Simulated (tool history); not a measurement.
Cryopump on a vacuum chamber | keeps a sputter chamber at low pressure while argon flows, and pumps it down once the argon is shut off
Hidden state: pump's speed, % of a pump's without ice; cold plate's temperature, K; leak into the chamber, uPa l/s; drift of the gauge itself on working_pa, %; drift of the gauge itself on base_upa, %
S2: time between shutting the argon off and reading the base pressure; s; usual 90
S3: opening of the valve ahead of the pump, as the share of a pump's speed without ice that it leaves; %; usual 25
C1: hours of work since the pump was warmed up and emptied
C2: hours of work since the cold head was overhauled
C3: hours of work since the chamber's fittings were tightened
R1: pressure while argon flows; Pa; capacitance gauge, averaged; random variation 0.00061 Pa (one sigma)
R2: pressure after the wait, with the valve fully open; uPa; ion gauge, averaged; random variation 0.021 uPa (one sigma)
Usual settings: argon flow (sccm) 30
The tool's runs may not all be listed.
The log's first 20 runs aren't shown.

Run 21, hour 530.8: usual settings but argon flow (sccm) 24; C1 190; C2 1390; C3 791. Result: R1 0.0743 Pa, R2 1.9 uPa.
Run 22, hour 547.4: usual settings but argon flow (sccm) 56, S2 98 s, S3 17 %; C1 202; C2 1402; C3 803. Result: R1 0.2521 Pa, R2 1.91 uPa.
Run 23, hour 574.1: usual settings but S2 32 s, S3 30 %; C1 221; C2 1422; C3 822. Result: R1 0.0777 Pa, R2 2.38 uPa.
Run 24, hour 602.3: usual settings but S2 32 s, S3 30 %; C1 242; C2 1442; C3 843. Result: R1 0.0773 Pa, R2 2.76 uPa.
Run 25, hour 635.8: usual settings but S2 32 s, S3 30 %; C1 266; C2 1466; C3 867. Result: R1 0.0778 Pa, R2 2.68 uPa.
Run 26, hour 658.8: usual settings but argon flow (sccm) 20, S2 99 s, S3 19 %; C1 283; C2 1483; C3 884. Result: R1 0.0799 Pa, R2 2.12 uPa.
Run 27, hour 679.1: usual settings but S2 34 s; C1 298; C2 1498; C3 899. Result: R1 0.0932 Pa, R2 2.69 uPa.
Run 28, hour 708.9: usual settings but S2 34 s; C1 320; C2 1520; C3 920. Result: R1 0.0937 Pa, R2 2.71 uPa.
Run 29, hour 746.9: usual settings but argon flow (sccm) 23, S2 156 s; C1 347; C2 1547; C3 948. Result: R1 0.0714 Pa, R2 2.28 uPa.
Run 30, hour 782.1: usual settings but argon flow (sccm) 23, S2 156 s; C1 373; C2 1573; C3 973. Result: R1 0.0722 Pa, R2 2.33 uPa.
Run 31, hour 804.2: usual settings but argon flow (sccm) 23, S2 156 s; C1 389; C2 1589; C3 990. Result: R1 0.0716 Pa, R2 2.4 uPa.
At hour 817.4: pump warmed up, emptied and cooled again.
Run 32, hour 840.5: usual settings but argon flow (sccm) 23, S2 156 s; C1 17; C2 1612; C3 1012. Result: R1 0.0691 Pa, R2 2.11 uPa.
At hour 844.5: leaking fittings of the chamber tightened, without venting.
Run 33, hour 871.9: usual settings but argon flow (sccm) 23, S2 156 s; C1 38; C2 1633; C3 20. Result: R1 0.0697 Pa, R2 0.32 uPa.

Forecast each of these 5 alternatives for the next run:
Run A, hour 901.9: usual settings but argon flow (sccm) 18, S2 156 s; C1 60; C2 1655; C3 42. Result: R1 ?, R2 ?.
Run B, hour 901.9: usual settings but argon flow (sccm) 16, S3 16 %; C1 60; C2 1655; C3 42. Result: R1 ?, R2 ?.
Run C, hour 901.9: usual settings but S3 55 %; C1 60; C2 1655; C3 42. Result: R1 ?, R2 ?.
Run D, hour 901.9: usual settings but argon flow (sccm) 41, S2 63 s, S3 59 %; C1 60; C2 1655; C3 42. Result: R1 ?, R2 ?.
Run E, hour 901.9: usual settings but S2 74 s; C1 60; C2 1655; C3 42. Result: R1 ?, R2 ?.

run      R1    R2
  A  0.0558  0.44
  B  0.0748  0.53
  C  0.0414  0.53
  D  0.0542  0.64
  E  0.0914  0.61
Without the tool's hidden state the same runs would have given:
run      R1    R2
  A  0.0548  0.33
  B  0.0739  0.43
  C  0.0397  0.42
  D  0.0518  0.54
  E  0.0897  0.51
